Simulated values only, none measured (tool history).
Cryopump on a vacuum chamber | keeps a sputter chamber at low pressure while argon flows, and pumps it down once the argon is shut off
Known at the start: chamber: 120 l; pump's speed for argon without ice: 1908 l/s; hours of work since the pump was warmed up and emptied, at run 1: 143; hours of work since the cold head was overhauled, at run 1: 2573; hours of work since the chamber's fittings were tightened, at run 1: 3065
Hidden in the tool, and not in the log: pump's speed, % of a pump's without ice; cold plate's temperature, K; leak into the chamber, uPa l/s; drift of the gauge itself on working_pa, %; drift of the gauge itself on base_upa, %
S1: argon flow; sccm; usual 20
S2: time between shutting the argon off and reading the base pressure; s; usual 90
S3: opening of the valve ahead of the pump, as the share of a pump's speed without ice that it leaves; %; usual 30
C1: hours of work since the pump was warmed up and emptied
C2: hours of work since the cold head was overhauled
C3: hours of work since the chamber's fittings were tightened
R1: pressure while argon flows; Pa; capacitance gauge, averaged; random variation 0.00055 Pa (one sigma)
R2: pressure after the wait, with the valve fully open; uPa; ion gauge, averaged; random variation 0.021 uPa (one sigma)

run   hour  S1   S2  S3   C1    C2    C3      R1    R2
  1      0  20   90  30  143  2573  3065   0.061  0.89
  2   86.7  20  194  30  211  2641  3133  0.0615  0.75
  3  155.6  20  194  30  265  2695  3187   0.061  0.81
  4    247  20  194  30  337  2767  3259  0.0628  0.84
  5  292.3  20  194  16  373  2803  3295   0.115  0.87
  6  383.1  20  194  16  445  2875  3367  0.1164  0.94
  7  422.5  12  119  16  476  2906  3398  0.0699  1.03
  8  505.2  12  119  16  541  2971  3463    0.07  1.04
  9  554.7  12  239  16  580  3010  3502  0.0724     1
 10  606.9  12  239  16  621  3051  3543  0.0723  1.08
 11  674.6  33  105  30  674  3104  3596  0.1124  1.19
     710.5  -- pump warmed up, emptied and cooled again
     722.5  -- leaking fittings of the chamber tightened, without venting
 12  771.2  21   90  26   46  3175    38  0.0728  0.39

Measured less the same run without the tool's hidden state. The same run-to-run variation is in both; the gauge's scatter may not be:
run       R1     R2
  1  +0.0019   +0.5
  2  +0.0026  +0.54
  3  +0.0032  +0.56
  4  +0.0041  +0.59
  5  +0.0046  +0.63
  6  +0.0056  +0.68
  7  +0.0036  +0.72
  8  +0.0042  +0.74
  9  +0.0046  +0.79
 10  +0.0049  +0.81
 11  +0.0155  +0.85
 12  +0.0012  +0.03
